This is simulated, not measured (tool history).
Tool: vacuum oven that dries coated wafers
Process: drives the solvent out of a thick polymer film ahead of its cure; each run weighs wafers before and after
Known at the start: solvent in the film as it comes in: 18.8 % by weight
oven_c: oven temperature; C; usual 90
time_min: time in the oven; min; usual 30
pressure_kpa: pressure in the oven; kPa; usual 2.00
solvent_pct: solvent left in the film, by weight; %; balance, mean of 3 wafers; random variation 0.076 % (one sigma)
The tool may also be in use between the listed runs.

| run | hour | oven_c | time_min | pressure_kpa | solvent_pct |
|---|---|---|---|---|---|
| 1 | 0.0 | 90 | 30 | 2.00 | 5.64 |
| 2 | 14.9 | 90 | 30 | 2.00 | 5.64 |
| 3 | 25.9 | 90 | 15 | 2.00 | 8.69 |
| 4 | 47.4 | 94 | 30 | 2.00 | 4.63 |
| 5 | 71.3 | 94 | 30 | 2.00 | 4.47 |
| 6 | 82.6 | 90 | 28 | 2.00 | 5.95 |
| 7 | 100.2 | 90 | 28 | 2.00 | 5.98 |
| 8 | 118.7 | 90 | 19 | 2.00 | 7.63 |
| 9 | 140.7 | 90 | 19 | 2.00 | 7.66 |
| 10 | 153.0 | 89 | 22 | 2.03 | 7.30 |
| 11 | 173.1 | 89 | 22 | 2.03 | 7.25 |
| 12 | 189.5 | 89 | 22 | 2.03 | 7.63 |
| 13 | 211.6 | 89 | 22 | 2.03 | 7.29 |
| 14 | 221.4 | 90 | 30 | 5.36 | 10.72 |
| 15 | 232.0 | 96 | 40 | 2.04 | 3.51 |
| 16 | 251.1 | 103 | 16 | 4.05 | 6.60 |
| 17 | 270.8 | 103 | 16 | 4.05 | 6.60 |

Forecast each of these 5 alternatives for the next run:
| A | 291.5 | 103 | 25 | 4.05 | ? |
| B | 291.5 | 92 | 54 | 7.55 | ? |
| C | 291.5 | 79 | 23 | 1.30 | ? |
| D | 291.5 | 84 | 30 | 3.85 | ? |
| E | 291.5 | 103 | 36 | 4.05 | ? |

| run | solvent_pct |
|---|---|
| A | 5.18 |
| B | 12.13 |
| C | 9.15 |
| D | 10.75 |
| E | 4.62 |
Without the tool's hidden state the same runs would have given:
| run | solvent_pct |
|---|---|
| A | 5.18 |
| B | 12.13 |
| C | 9.15 |
| D | 10.75 |
| E | 4.62 |

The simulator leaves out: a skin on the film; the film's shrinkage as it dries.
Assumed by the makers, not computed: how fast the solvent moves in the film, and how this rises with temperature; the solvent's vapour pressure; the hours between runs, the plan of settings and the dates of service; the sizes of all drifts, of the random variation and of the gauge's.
